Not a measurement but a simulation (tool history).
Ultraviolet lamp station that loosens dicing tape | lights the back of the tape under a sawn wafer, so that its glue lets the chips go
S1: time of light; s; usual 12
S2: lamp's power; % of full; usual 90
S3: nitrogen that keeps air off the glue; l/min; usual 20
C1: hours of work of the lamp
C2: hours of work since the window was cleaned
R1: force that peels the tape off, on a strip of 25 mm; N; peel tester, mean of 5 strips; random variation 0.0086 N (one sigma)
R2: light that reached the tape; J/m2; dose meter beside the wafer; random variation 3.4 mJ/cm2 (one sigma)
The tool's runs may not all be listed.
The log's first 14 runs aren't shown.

Run 15, hour 104.4: usual settings but S2 95 % of full; C1 223; C2 122. Result: R1 0.382 N, R2 5230 J/m2.
Run 16, hour 111.9: usual settings; C1 227; C2 126. Result: R1 0.426 N, R2 4970 J/m2.
Run 17, hour 120.3: usual settings; C1 231; C2 130. Result: R1 0.420 N, R2 4890 J/m2.
Run 18, hour 127.7: usual settings; C1 235; C2 133. Result: R1 0.433 N, R2 4850 J/m2.
Run 19, hour 137.0: usual settings; C1 239; C2 138. Result: R1 0.389 N, R2 4910 J/m2.
Run 20, hour 144.0: usual settings; C1 243; C2 141. Result: R1 0.416 N, R2 4890 J/m2.
Run 21, hour 151.7: usual settings; C1 247; C2 145. Result: R1 0.428 N, R2 4890 J/m2.
Run 22, hour 159.4: usual settings but S1 9 s, S2 99 % of full; C1 250; C2 149. Result: R1 0.638 N, R2 3990 J/m2.
Run 23, hour 169.2: usual settings but S1 9 s, S2 99 % of full; C1 255; C2 154. Result: R1 0.646 N, R2 3980 J/m2.
Run 24, hour 178.0: usual settings but S1 11 s, S2 81 % of full, S3 28 l/min; C1 260; C2 158. Result: R1 0.485 N, R2 3930 J/m2.
Run 25, hour 188.6: usual settings but S1 10 s, S2 81 % of full, S3 28 l/min; C1 265; C2 163. Result: R1 0.631 N, R2 3610 J/m2.
Run 26, hour 193.7: usual settings but S1 7 s, S3 36 l/min; C1 267; C2 166. Result: R1 0.855 N, R2 2800 J/m2.

Run 27 comes next. What will it give?
Run 27, hour 198.9: usual settings but S1 7 s, S3 36 l/min; C1 270; C2 168. Result: R1 ?, R2 ?.

Run 27 gave R1 0.903 N, R2 2780 J/m2.
Without the tool's hidden state the same run would have given R1 0.683 N, R2 3180 J/m2.
